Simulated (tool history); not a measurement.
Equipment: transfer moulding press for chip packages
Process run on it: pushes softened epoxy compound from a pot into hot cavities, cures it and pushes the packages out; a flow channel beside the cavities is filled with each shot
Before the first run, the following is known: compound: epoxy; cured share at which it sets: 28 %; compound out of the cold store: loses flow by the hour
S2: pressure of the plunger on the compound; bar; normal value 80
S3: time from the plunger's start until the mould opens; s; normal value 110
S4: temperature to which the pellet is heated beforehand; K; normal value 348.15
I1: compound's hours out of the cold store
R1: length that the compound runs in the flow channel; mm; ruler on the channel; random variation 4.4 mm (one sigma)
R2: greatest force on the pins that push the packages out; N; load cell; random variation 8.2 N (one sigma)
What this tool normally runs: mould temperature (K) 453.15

run 1 hour=0 | mould_temperature_(K)=453.15 S2=80 S3=110 S4=348.15 | I1=29 | R1=539 R2=488
-- hour=31.5 plunger's sealing rings changed
run 2 hour=31.5 | mould_temperature_(K)=453.15 S2=80 S3=110 S4=348.15 | I1=45.4 | R1=517 R2=584
run 3 hour=57.3 | mould_temperature_(K)=453.15 S2=80 S3=110 S4=348.15 | I1=16 | R1=623 R2=673
run 4 hour=87.9 | mould_temperature_(K)=453.15 S2=61.6 S3=110 S4=348.15 | I1=44 | R1=454 R2=679
-- hour=96.4 cavities cleaned with cleaning compound and waxed
run 5 hour=131.6 | mould_temperature_(K)=453.15 S2=61.6 S3=110 S4=348.15 | I1=14.5 | R1=547 R2=807
run 6 hour=161.3 | mould_temperature_(K)=453.15 S2=61.6 S3=110 S4=348.15 | I1=23.9 | R1=515 R2=828
-- hour=208.8 cavities cleaned with cleaning compound and waxed
run 7 hour=208.9 | mould_temperature_(K)=453.15 S2=61.6 S3=110 S4=348.15 | I1=30.8 | R1=488 R2=366
run 8 hour=239.3 | mould_temperature_(K)=453.15 S2=61.6 S3=110 S4=348.15 | I1=9.2 | R1=568 R2=537
run 9 hour=277.3 | mould_temperature_(K)=453.15 S2=61.6 S3=110 S4=348.15 | I1=24 | R1=510 R2=656
-- hour=295.3 cavities cleaned with cleaning compound and waxed, once more
run 10 hour=308.6 | mould_temperature_(K)=453.15 S2=61.6 S3=110 S4=348.15 | I1=17.3 | R1=532 R2=452
-- hour=339.2 mould's thermocouples calibrated
run 11 hour=346.5 | mould_temperature_(K)=453.15 S2=61.6 S3=110 S4=348.15 | I1=33.7 | R1=481 R2=604
run 12 hour=385.5 | mould_temperature_(K)=453.15 S2=93.4 S3=110 S4=346.15 | I1=21.6 | R1=641 R2=719
-- hour=410.5 cavities cleaned with cleaning compound and waxed
run 13 hour=412.9 | mould_temperature_(K)=455.15 S2=93.4 S3=115 S4=346.15 | I1=20.5 | R1=621 R2=328
run 14 hour=441.1 | mould_temperature_(K)=453.15 S2=80 S3=110 S4=348.15 | I1=11.2 | R1=617 R2=537
run 15 hour=482.4 | mould_temperature_(K)=453.15 S2=80 S3=142 S4=342.15 | I1=36.1 | R1=533 R2=548
run 16 hour=504.3 | mould_temperature_(K)=453.15 S2=80 S3=142 S4=342.15 | I1=14.5 | R1=611 R2=601
-- hour=523.5 cavities cleaned with cleaning compound and waxed
run 17 hour=551.7 | mould_temperature_(K)=453.15 S2=77.3 S3=96 S4=344.15 | I1=39.6 | R1=516 R2=613
run 18 hour=576.9 | mould_temperature_(K)=457.15 S2=81.9 S3=146 S4=345.15 | I1=41.8 | R1=507 R2=509
run 19 hour=622.6 | mould_temperature_(K)=449.15 S2=80 S3=125 S4=348.15 | I1=20.3 | R1=587 R2=703

Forecast each of these 5 alternatives for the next run:
-- hour=635.9 cavities cleaned with cleaning compound and waxed
-- hour=648.6 plunger's sealing rings changed
run A hour=656.2 | mould_temperature_(K)=447.15 S2=80 S3=110 S4=348.15 | I1=14 | R1=? R2=?
-- hour=635.9 cavities cleaned with cleaning compound and waxed
-- hour=648.6 plunger's sealing rings changed
run B hour=656.2 | mould_temperature_(K)=447.15 S2=76.8 S3=125 S4=354.15 | I1=19.6 | R1=? R2=?
-- hour=635.9 cavities cleaned with cleaning compound and waxed
-- hour=648.6 plunger's sealing rings changed
run C hour=656.2 | mould_temperature_(K)=454.15 S2=86.6 S3=125 S4=348.15 | I1=36.5 | R1=? R2=?
-- hour=635.9 cavities cleaned with cleaning compound and waxed
-- hour=648.6 plunger's sealing rings changed
run D hour=656.2 | mould_temperature_(K)=453.15 S2=99.3 S3=92 S4=345.15 | I1=46.5 | R1=? R2=?
-- hour=635.9 cavities cleaned with cleaning compound and waxed
-- hour=648.6 plunger's sealing rings changed
run E hour=656.2 | mould_temperature_(K)=453.15 S2=80 S3=101 S4=345.15 | I1=41.2 | R1=? R2=?

run=A R1=654 R2=672
run=B R1=608 R2=525
run=C R1=566 R2=398
run=D R1=574 R2=579
run=E R1=531 R2=519
Without the tool's unlogged condition, the same runs would have read:
run=A R1=655 R2=528
run=B R1=610 R2=410
run=C R1=567 R2=308
run=D R1=575 R2=455
run=E R1=532 R2=407
